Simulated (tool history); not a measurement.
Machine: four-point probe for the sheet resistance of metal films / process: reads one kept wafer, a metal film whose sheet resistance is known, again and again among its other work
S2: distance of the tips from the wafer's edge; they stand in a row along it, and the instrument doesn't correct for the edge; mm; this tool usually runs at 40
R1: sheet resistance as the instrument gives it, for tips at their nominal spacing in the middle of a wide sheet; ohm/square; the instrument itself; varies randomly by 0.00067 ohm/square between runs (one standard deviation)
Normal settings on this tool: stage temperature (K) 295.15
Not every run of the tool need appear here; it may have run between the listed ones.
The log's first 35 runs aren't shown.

Run 36, hour 841.7: usual settings but stage temperature (K) 305.15, S2 26 mm. Result: R1 3.326589 ohm/square.
Run 37, hour 864.3: usual settings but stage temperature (K) 305.15, S2 26 mm. Result: R1 3.326580 ohm/square.
Run 38, hour 888.5: usual settings but stage temperature (K) 297.15, S2 7 mm. Result: R1 3.385846 ohm/square.
Run 39, hour 922.3: usual settings but stage temperature (K) 297.15, S2 7 mm. Result: R1 3.383667 ohm/square.
Run 40, hour 955.4: usual settings but stage temperature (K) 299.15, S2 7 mm. Result: R1 3.383094 ohm/square.
Run 41, hour 977.9: usual settings but stage temperature (K) 299.15, S2 7 mm. Result: R1 3.382547 ohm/square.
Run 42, hour 991.7: usual settings but stage temperature (K) 299.15, S2 7 mm. Result: R1 3.383435 ohm/square.
Run 43, hour 1023.4: usual settings but stage temperature (K) 299.15, S2 7 mm. Result: R1 3.381712 ohm/square.
Run 44, hour 1054.6: usual settings but stage temperature (K) 299.15, S2 7 mm. Result: R1 3.381643 ohm/square.

What if the next run were any one of these 4? Each begins from the tool's condition after run 44:
Run A, hour 1088.2: usual settings but stage temperature (K) 294.15, S2 7 mm. Result: R1 ?.
Run B, hour 1088.2: usual settings but stage temperature (K) 304.15, S2 14 mm. Result: R1 ?.
Run C, hour 1088.2: usual settings but stage temperature (K) 305.15, S2 12 mm. Result: R1 ?.
Run D, hour 1088.2: usual settings but S2 53 mm. Result: R1 ?.

run        R1
  A  3.385174
  B  3.333935
  C  3.338849
  D  3.326197
Had the tool no hidden state, the same runs would have come out as:
run        R1
  A  3.428404
  B  3.376489
  C  3.381455
  D  3.368720
